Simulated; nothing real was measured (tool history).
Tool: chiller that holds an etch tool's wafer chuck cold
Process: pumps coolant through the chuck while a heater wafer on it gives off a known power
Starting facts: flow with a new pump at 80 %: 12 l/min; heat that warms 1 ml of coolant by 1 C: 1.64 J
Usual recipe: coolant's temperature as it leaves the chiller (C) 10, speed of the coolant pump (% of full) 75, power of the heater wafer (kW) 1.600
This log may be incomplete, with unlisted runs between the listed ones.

run,hour,coolant's temperature as it leaves the chiller (C),speed of the coolant pump (% of full),power of the heater wafer (kW),chuck's temperature once it has settled (K),how much warmer the coolant comes back (C)
1,0.0,10,75,1.600,295.45,5.32
2,40.5,10,94,1.600,292.95,4.24
3,81.1,10,75,1.600,295.45,5.32
4,111.5,10,75,1.600,295.65,5.34
5,156.8,10,75,1.600,295.65,5.30
6,219.4,10,75,1.600,295.75,5.39
7,283.5,10,75,1.600,295.65,5.42
# hour 287.6: chiller's thermometer calibrated
8,314.4,10,75,0.949,290.75,3.19
9,383.2,7,61,1.523,294.85,6.35
# hour 418.6: chiller's thermometer calibrated, once more
10,447.8,7,61,1.523,294.35,6.34
11,507.5,10,60,1.365,295.95,5.76
12,577.0,2,75,2.042,290.85,6.93
13,613.5,18,75,1.377,301.75,4.72
14,670.7,18,75,1.165,300.15,3.99
15,712.7,18,75,1.165,300.35,3.92

Alternative continuations, all from the tool just after run 15; predict every row:
A,776.4,9,60,1.077,?,?
B,776.4,18,62,1.165,?,?
C,776.4,10,75,1.013,?,?
D,776.4,12,75,1.165,?,?

run,chuck's temperature once it has settled (K),how much warmer the coolant comes back (C)
A,292.55,4.60
B,302.15,4.79
C,291.15,3.37
D,294.15,3.96
With the hidden condition removed and each run's random variation left untouched, the same runs would have given:
run,chuck's temperature once it has settled (K),how much warmer the coolant comes back (C)
A,291.95,4.43
B,301.45,4.61
C,290.65,3.25
D,293.55,3.81

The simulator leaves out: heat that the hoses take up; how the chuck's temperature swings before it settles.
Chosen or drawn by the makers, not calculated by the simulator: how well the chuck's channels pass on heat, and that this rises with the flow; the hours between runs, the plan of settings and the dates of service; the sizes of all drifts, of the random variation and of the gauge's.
